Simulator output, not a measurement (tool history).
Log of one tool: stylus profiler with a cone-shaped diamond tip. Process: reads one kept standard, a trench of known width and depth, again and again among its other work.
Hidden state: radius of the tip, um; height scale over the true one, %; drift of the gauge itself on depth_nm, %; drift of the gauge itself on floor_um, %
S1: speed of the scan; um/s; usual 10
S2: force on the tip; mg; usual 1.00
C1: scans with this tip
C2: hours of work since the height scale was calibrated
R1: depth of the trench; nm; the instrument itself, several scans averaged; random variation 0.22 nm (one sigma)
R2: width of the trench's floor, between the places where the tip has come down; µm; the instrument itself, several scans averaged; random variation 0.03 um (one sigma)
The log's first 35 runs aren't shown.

run	day	S1	S2	C1	C2	R1	R2
36	85.938	3	1.06	21563	236	996.78	21.79
# day 87.325: height scale calibrated on a step standard, once more
37	89.400	40	1.65	22120	35	1009.70	21.62
38	91.083	17	0.66	22392	64	1005.16	21.66
39	94.233	17	0.66	22900	117	1004.88	21.55
40	97.767	16	1.46	23471	177	1008.33	21.58
41	100.279	3	0.90	23877	219	1005.53	21.64
42	101.875	3	0.69	24135	246	1004.51	21.57
43	105.438	3	0.69	24711	306	1004.56	21.57
44	108.438	3	0.78	25195	357	1005.04	21.50

Forecast run 45:
45	111.096	4	0.78	25625	402	?	?

R1: 1004.52 nm
R2: 21.45 µm
Without the tool's hidden state the same run would have given R1 1005.69 nm, R2 23.97 µm.
